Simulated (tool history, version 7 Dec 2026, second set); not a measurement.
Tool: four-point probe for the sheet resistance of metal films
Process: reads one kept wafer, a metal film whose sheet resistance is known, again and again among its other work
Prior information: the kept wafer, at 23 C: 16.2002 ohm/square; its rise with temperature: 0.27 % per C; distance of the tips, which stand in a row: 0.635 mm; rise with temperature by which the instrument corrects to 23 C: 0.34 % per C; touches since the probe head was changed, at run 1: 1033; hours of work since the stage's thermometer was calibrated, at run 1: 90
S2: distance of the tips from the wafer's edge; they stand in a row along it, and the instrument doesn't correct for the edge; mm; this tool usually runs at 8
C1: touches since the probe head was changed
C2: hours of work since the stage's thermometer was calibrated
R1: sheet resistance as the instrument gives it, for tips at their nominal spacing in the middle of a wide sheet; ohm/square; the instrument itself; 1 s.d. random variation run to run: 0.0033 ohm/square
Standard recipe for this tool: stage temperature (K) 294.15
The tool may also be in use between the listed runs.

run 1 hour=0 | stage_temperature_(K)=294.15 S2=8 | C1=1033 C2=90 | R1=16.132064
run 2 hour=14.3 | stage_temperature_(K)=294.15 S2=8 | C1=1303 C2=97 | R1=16.127976
run 3 hour=27.5 | stage_temperature_(K)=294.15 S2=8 | C1=1554 C2=104 | R1=16.129211
run 4 hour=36.8 | stage_temperature_(K)=297.15 S2=8 | C1=1730 C2=108 | R1=16.103242
run 5 hour=47.8 | stage_temperature_(K)=297.15 S2=8 | C1=1938 C2=114 | R1=16.100153
run 6 hour=59.5 | stage_temperature_(K)=297.15 S2=8 | C1=2160 C2=120 | R1=16.101478
run 7 hour=66.8 | stage_temperature_(K)=295.15 S2=8 | C1=2298 C2=124 | R1=16.119545
run 8 hour=84.5 | stage_temperature_(K)=294.15 S2=31 | C1=2633 C2=133 | R1=16.08039
run 9 hour=101.3 | stage_temperature_(K)=294.15 S2=31 | C1=2952 C2=141 | R1=16.07964
run 10 hour=115.5 | stage_temperature_(K)=294.15 S2=31 | C1=3222 C2=148 | R1=16.081573
run 11 hour=124.2 | stage_temperature_(K)=294.15 S2=31 | C1=3386 C2=153 | R1=16.080571
run 12 hour=131.7 | stage_temperature_(K)=294.15 S2=31 | C1=3528 C2=157 | R1=16.082121
run 13 hour=147.7 | stage_temperature_(K)=294.15 S2=31 | C1=3832 C2=165 | R1=16.082439
run 14 hour=161.4 | stage_temperature_(K)=294.15 S2=8 | C1=4091 C2=172 | R1=16.132513
run 15 hour=170.9 | stage_temperature_(K)=294.15 S2=8 | C1=4271 C2=177 | R1=16.135361
run 16 hour=179.5 | stage_temperature_(K)=294.15 S2=8 | C1=4434 C2=181 | R1=16.135034
run 17 hour=194.1 | stage_temperature_(K)=294.15 S2=8 | C1=4711 C2=188 | R1=16.133454
run 18 hour=203.8 | stage_temperature_(K)=294.15 S2=17 | C1=4894 C2=193 | R1=16.084771
run 19 hour=211.7 | stage_temperature_(K)=294.15 S2=17 | C1=5044 C2=197 | R1=16.087894
run 20 hour=229.3 | stage_temperature_(K)=294.15 S2=17 | C1=5377 C2=206 | R1=16.093079
run 21 hour=240.5 | stage_temperature_(K)=294.15 S2=5 | C1=5590 C2=212 | R1=16.217693
run 22 hour=248.4 | stage_temperature_(K)=294.15 S2=8 | C1=5740 C2=216 | R1=16.13406

Estimate the outcome of run 23 from the log above:
run 23 hour=262.4 | stage_temperature_(K)=294.15 S2=8 | C1=6004 C2=223 | R1=?

Run 23 yielded R1 16.138275 ohm/square.
Had the tool carried no hidden state, the very same run would have given R1 16.28064 ohm/square.

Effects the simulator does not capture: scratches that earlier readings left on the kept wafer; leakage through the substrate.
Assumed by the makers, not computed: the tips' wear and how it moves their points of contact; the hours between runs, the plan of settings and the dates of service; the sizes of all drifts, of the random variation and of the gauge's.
